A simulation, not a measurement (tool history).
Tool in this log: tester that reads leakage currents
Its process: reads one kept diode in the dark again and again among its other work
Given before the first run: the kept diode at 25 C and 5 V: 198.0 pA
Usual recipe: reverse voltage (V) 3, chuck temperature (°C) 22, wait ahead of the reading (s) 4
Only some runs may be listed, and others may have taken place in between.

run	day	reverse voltage (V)	chuck temperature (°C)	wait ahead of the reading (s)	current that the tester gives (pA)
1	0	3	22	4	142.87
2	1.125	3	22	4	143.52
3	2.679	1.12	22	4	96.9
4	3.492	1.12	22	4	97.24
5	4.742	14.13	22	4	275.74
6	5.446	14.13	22	4	274.18
7	6.504	14.13	22	4	275.45
8	7.554	14.13	34	4	612.8
9	8.962	14.13	34	4	614.87
10	9.646	3	22	4	143.69
11	11.012	3	22	4	144.26
12	12.404	3	22	4	143.66
13	13.621	3	22	0.95	144.87
14	14.838	3	22	0.95	144.29
15	16.404	3	22	4	144.48
16	17.492	3	22	4	145.05
17	18.75	3	22	4	145
18	19.771	3	22	6.17	144.38
19	21.088	3	22	6.17	144.69
20	21.988	5.39	37	0.83	512.72
21	23.554	5.39	37	0.83	513.19
22	24.579	7.6	59	0.77	2296.13
23	25.421	4.9	32	0.67	354.07
24	26.283	5.84	58	2.41	1955.65
25	27.208	3	22	3.7	145.4
26	28.75	1.88	38	0.55	367.62
27	29.538	1.88	38	0.55	367.05
28	30.788	12.13	21	2.59	246.46
29	31.875	2.18	55	5.72	1135.09
30	33.108	1.95	21	2.41	114.65
31	34.15	1.95	21	2.41	114.7
32	35.696	2.64	44	7.71	617.04

Predict each of these 3 candidate next runs independently; none follows another, all start after run 32:
A	36.75	4.82	22	4	?
B	36.75	3	36	1.19	?
C	36.75	12.22	44	0.43	?

run	current that the tester gives (pA)
A	177.79
B	385.29
C	1120.42
Without the tool's hidden state the same runs would have given:
run	current that the tester gives (pA)
A	156.45
B	357.25
C	1034.51
